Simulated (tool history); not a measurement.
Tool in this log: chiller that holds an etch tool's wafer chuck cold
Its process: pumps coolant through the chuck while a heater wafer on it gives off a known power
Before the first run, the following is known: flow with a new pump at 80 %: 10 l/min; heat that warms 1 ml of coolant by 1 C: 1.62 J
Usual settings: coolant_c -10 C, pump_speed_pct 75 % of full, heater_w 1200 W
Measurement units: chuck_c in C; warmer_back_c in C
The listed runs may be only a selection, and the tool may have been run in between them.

run    hour  coolant_c  pump_speed_pct  heater_w  chuck_c  warmer_back_c
  1       0        -10              75      1200       -1            4.8
  2    38.2         -7              75      1200      2.2           4.87
  3    67.1        -10              80      1200     -1.2           4.48
  4   113.4        -10              75       836     -3.6           3.37
  5   140.2        -10              75       836     -3.5           3.34
  6     184        -10              75       836     -3.6           3.38
  7   223.9        -10              75       836     -3.8           3.32
  8   265.6        -10              75      1200     -0.8           4.84
  9   319.2        -18              75      1200     -8.6           4.82
 10   352.5        -10              75      1197     -0.7           4.85
 11   385.5        -10              75      1197     -0.8           4.77
 12   438.4        -10              75      1200     -0.7           4.89
      444.9  -- chiller's thermometer calibrated
 13   494.8        -10              75      1200     -0.9           4.88
 14   530.5        -10              75      1200     -0.9           4.91
 15     566        -10              75      1200     -0.7           4.91
 16   625.7        -14              75      1200     -4.9           4.85
      676.3  -- chiller's thermometer calibrated, once more
 17   686.9        -14              75      1200     -4.1           4.87
 18   714.1        -14              75      1289     -3.5           5.22
 19   757.6         -2              89      1200      6.5           4.09
 20   786.6        -17              80      1294     -6.9           4.97
 21   823.2         -7              68      1257      3.9           5.77
 22   869.4         -7              67      1257      4.2           5.82
 23   925.9         -7              67      1257      4.2           5.87
 24   966.4         -1              89       762      4.5           2.58
 25  1011.9         -1              89       762      4.3           2.62
 26  1042.5         -1              89       762      4.5           2.62
 27  1103.9         -1              89       762      4.6           2.56
 28  1135.3         -1              89       762      4.4            2.6
 29  1174.6          0              75      1197       10           4.92
 30  1238.4        -16              85       722    -10.8           2.62
 31  1274.6         -6              73      1448      6.4           6.23

Below are 5 alternative next runs, each starting from the tool's condition after run 31. Predict each:
  A  1323.7        -15              89      1200        ?              ?
  B  1323.7        -18              94      1180        ?              ?
  C  1323.7        -19              75      1200        ?              ?
  D  1323.7        -10              75       660        ?              ?
  E  1323.7         -1              95      1488        ?              ?

run  chuck_c  warmer_back_c
  A     -6.2           4.13
  B     -9.5           3.79
  C     -9.1           5.02
  D     -4.5           2.73
  E      9.3           4.66
Without the tool's hidden state the same runs would have given:
run  chuck_c  warmer_back_c
  A     -7.5           3.95
  B    -10.7           3.62
  C    -10.5           4.79
  D     -5.2           2.61
  E      7.8           4.45
